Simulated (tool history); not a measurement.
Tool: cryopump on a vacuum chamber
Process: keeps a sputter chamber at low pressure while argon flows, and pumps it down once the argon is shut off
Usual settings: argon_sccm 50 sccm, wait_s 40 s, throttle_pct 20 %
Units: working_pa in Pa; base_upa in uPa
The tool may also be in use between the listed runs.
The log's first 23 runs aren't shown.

run     day  argon_sccm  wait_s  throttle_pct  working_pa  base_upa
 24  43.721          23      30            53      0.0579      3.28
 25  46.296          23      30            42      0.0738      3.51
 26  48.358          23      30            42      0.0753      3.41
 27  49.733          20      23            42      0.0648      4.21
 28  50.946          44      40            56      0.1122      3.25
 29  52.846          72      40            27      0.3589      3.25
 30  54.512          82     255            21      0.5194      2.19
 31  57.279          58      40            29      0.2777      3.66
     57.829  -- pump warmed up, emptied and cooled again
 32  59.229          50     104            20      0.3154      2.23
 33  60.829          59     110            25      0.2983      2.28

Forecast each of these 3 alternatives for the next run:
  A  63.146          50      40            43           ?         ?
  B  63.146          84     110            25           ?         ?
  C  63.146          72     110            25           ?         ?

run  working_pa  base_upa
  A      0.1516      3.31
  B      0.4293      2.43
  C      0.3686      2.42
Without the tool's hidden state the same runs would have given:
run  working_pa  base_upa
  A      0.1465      1.63
  B      0.4207      0.75
  C      0.3613      0.75
